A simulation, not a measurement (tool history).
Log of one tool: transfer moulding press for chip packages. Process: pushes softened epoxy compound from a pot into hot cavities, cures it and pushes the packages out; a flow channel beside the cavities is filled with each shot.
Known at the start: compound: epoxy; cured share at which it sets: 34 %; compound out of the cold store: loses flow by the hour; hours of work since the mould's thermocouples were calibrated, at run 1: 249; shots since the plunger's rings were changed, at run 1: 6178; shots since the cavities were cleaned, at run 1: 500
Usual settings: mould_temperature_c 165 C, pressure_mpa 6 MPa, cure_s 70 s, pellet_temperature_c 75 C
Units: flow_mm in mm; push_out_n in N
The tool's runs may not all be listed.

run   hour  mould_temperature_c  pressure_mpa  cure_s  pellet_temperature_c  hours of work since the mould's thermocouples were calibrated  shots since the plunger's rings were changed  shots since the cavities were cleaned  incoming compound's hours out of the cold store  flow_mm  push_out_n
  1      0                  165             6      70                    75                                                            249                                          6178                                    500                                             32.8      865         501
       8.6  -- cavities cleaned with cleaning compound and waxed
      19.5  -- plunger's sealing rings changed
  2   25.1                  165             6      70                    75                                                            266                                            94                                    233                                             43.9      847         488
  3   47.9                  165             6      70                    75                                                            283                                           472                                    611                                             46.2      848         488
      50.5  -- cavities cleaned with cleaning compound and waxed
  4   65.5                  165             6      70                    75                                                            296                                           741                                    250                                             27.7      891         476
  5   86.1                  165             6      70                    75                                                            312                                          1083                                    592                                             24.4      905         488
      90.4  -- cavities cleaned with cleaning compound and waxed
  6  101.2                  165             6      70                    75                                                            322                                          1309                                    179                                             38.9      879         479
  7  122.7                  165             6      70                    75                                                            339                                          1666                                    536                                             41.5      845         494
     126.8  -- mould's thermocouples calibrated
       132  -- cavities cleaned with cleaning compound and waxed
  8  137.5                  166             6      70                    75                                                              7                                          1854                                     90                                               28      867         469
  9  155.7                  166          4.62      95                    68                                                             21                                          2158                                    394                                             16.6      789         414
     171.9  -- cavities cleaned with cleaning compound and waxed
 10    173                  166          4.77      95                    68                                                             34                                          2420                                     18                                             37.9      760         382
 11  192.2                  167          4.52      95                    71                                                             48                                          2739                                    337                                              9.7      801         397
 12  202.5                  167          4.52      95                    71                                                             56                                          2910                                    508                                             25.4      764         395

Forecast run 13:
     211.4  -- cavities cleaned with cleaning compound and waxed
 13  225.5                  167          5.36      95                    81                                                             73                                          3269                                    236                                             18.2        ?           ?

Run 13 gave flow_mm 853 mm, push_out_n 394 N.
Without the tool's hidden state the same run would have given flow_mm 854 mm, push_out_n 391 N.

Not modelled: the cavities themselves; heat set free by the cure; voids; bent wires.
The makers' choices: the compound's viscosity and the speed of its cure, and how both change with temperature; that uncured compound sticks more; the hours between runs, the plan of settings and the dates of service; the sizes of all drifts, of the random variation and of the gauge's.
